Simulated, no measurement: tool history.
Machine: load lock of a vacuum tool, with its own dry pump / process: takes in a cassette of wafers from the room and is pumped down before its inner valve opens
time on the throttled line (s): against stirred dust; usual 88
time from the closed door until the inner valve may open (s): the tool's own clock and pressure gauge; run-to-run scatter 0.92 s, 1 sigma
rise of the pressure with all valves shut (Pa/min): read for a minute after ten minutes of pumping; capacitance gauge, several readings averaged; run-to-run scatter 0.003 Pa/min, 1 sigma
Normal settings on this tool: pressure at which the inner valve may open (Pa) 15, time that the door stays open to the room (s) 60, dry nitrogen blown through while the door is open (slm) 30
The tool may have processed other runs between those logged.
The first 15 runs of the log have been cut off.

run    hour  time on the throttled line (s)  pressure at which the inner valve may open (Pa)  time that the door stays open to the room (s)  dry nitrogen blown through while the door is open (slm)  hours that the pump has run since its overhaul  times that the door has closed on its seal  incoming humidity of the room's air, %  time from the closed door until the inner valve may open (s)  rise of the pressure with all valves shut (Pa/min)
 16  1691.0                              88                                               15                                             60                                                       11                                            6489                                        4573                                    44.8                                                         147.5                                               0.053
 17  1760.9                             136                                               10                                             55                                                        6                                            6559                                        4878                                    46.1                                                         190.3                                               0.061
 18  1866.6                             115                                               10                                            187                                                       14                                            6665                                        5339                                    45.5                                                         172.7                                               0.092
 19  1974.7                              91                                               17                                             31                                                       14                                            6773                                        5810                                    43.7                                                         148.3                                               0.040
 20  2038.4                              56                                               25                                             31                                                        4                                            6837                                        6088                                    43.4                                                         118.6                                               0.061
 21  2134.3                              56                                               25                                             31                                                        4                                            6933                                        6506                                    45.8                                                         119.1                                               0.056
 22  2203.2                              47                                               15                                             60                                                       30                                            7002                                        6806                                    46.6                                                         115.4                                               0.044
 23  2289.9                              47                                               15                                             60                                                       30                                            7088                                        7184                                    45.7                                                         115.6                                               0.045
 24  2402.0                              66                                               15                                             60                                                        6                                            7200                                        7673                                    46.3                                                         130.4                                               0.079
 25  2538.2                              58                                               26                                            191                                                       25                                            7337                                        8267                                    46.4                                                         120.7                                               0.075
 26  2691.4                              58                                               12                                             89                                                       25                                            7490                                        8934                                    43.0                                                         126.9                                               0.057
 27  2781.4                              47                                               15                                             60                                                       41                                            7580                                        9327                                    43.7                                                         117.7                                               0.046
 28  2871.2                             132                                               15                                             47                                                        6                                            7670                                        9718                                    45.1                                                         183.8                                               0.069
 29  2980.9                             132                                               12                                            150                                                       33                                            7779                                       10196                                    44.4                                                         183.9                                               0.069
 30  3096.1                              91                                               15                                             60                                                       11                                            7894                                       10698                                    44.0                                                         151.1                                               0.074
 31  3225.9                              91                                               15                                             60                                                       11                                            8024                                       11264                                    45.2                                                         153.6                                               0.080

What if the next run were any one of these 3? Each begins from the tool's condition after run 31:
  A  3340.7                             141                                               24                                             37                                                       11                                            8139                                       11765                                    45.0                                                             ?                                                   ?
  B  3340.7                              60                                               15                                             25                                                       30                                            8139                                       11765                                    46.5                                                             ?                                                   ?
  C  3340.7                              91                                               15                                            104                                                       12                                            8139                                       11765                                    42.7                                                             ?                                                   ?

run  time from the closed door until the inner valve may open (s)  rise of the pressure with all valves shut (Pa/min)
  A                                                         185.4                                               0.068
  B                                                         128.3                                               0.051
  C                                                         153.1                                               0.082
What these runs would have given with no unlogged condition in the tool:
run  time from the closed door until the inner valve may open (s)  rise of the pressure with all valves shut (Pa/min)
  A                                                         182.2                                               0.039
  B                                                         123.3                                               0.022
  C                                                         148.6                                               0.054
